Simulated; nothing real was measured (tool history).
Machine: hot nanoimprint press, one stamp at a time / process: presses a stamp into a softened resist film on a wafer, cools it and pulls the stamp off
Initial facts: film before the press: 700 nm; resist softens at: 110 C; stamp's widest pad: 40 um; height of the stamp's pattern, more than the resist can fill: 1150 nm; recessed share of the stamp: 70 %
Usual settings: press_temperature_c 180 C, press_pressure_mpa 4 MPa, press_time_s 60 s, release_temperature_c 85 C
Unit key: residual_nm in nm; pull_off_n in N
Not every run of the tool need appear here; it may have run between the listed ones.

run   hour  press_temperature_c  press_pressure_mpa  press_time_s  release_temperature_c  residual_nm  pull_off_n
  1      0                  180                   4            60                     85        273.9         199
      24.8  -- plate thermocouple calibrated
  2   51.6                  180                   4            60                     85        275.9         199
  3  120.2                  180                3.27            60                     85        297.4         219
  4  169.4                  180                   4            60                     72        275.7         263
     211.9  -- press's hydraulic seals changed and the load cell set to zero
  5  216.5                  180                   4            60                     72          268         277
     230.2  -- stamp cleaned and given a new release coat
  6  286.5                  180                   4            60                     85          267         202
  7  337.7                  180                   4            60                     88        267.3         196
     345.6  -- plate thermocouple calibrated, once more
  8  410.8                  180                5.71            60                     85        215.7         219
  9  453.3                  180                5.71            60                     85          217         229
     495.2  -- stamp cleaned and given a new release coat
 10  528.5                  177                4.49            98                     92        229.5         172
 11  597.5                  177                4.49            98                     92        231.6         189
 12  646.1                  177                4.49            98                     92        232.1         191
 13  686.6                  179                5.86            60                     85          229         216
 14  739.3                  179                5.86            60                     85        230.9         231
     755.6  -- stamp cleaned and given a new release coat
 15  775.7                  185                3.53            60                     85        227.5         192

The logged runs with the hidden state left out (each run's random variation unchanged):
What the log doesn't record here: true temperature over the reading, C; pressure that arrives at the usual setting, %; grip of the stamp's worn release coat, % over a new coat's; drift of the gauge itself on residual_nm, %; drift of the gauge itself on pull_off_n, %.
run  residual_nm  pull_off_n
  1        256.6         189
  2        255.7         180
  3        276.9         186
  4        252.9         213
  5        256.5         217
  6        254.3         188
  7        253.5         174
  8        213.1         185
  9        213.6         185
 10        224.9         165
 11        225.6         171
 12        225.1         165
 13        220.4         179
 14        221.1         183
 15        219.6         187
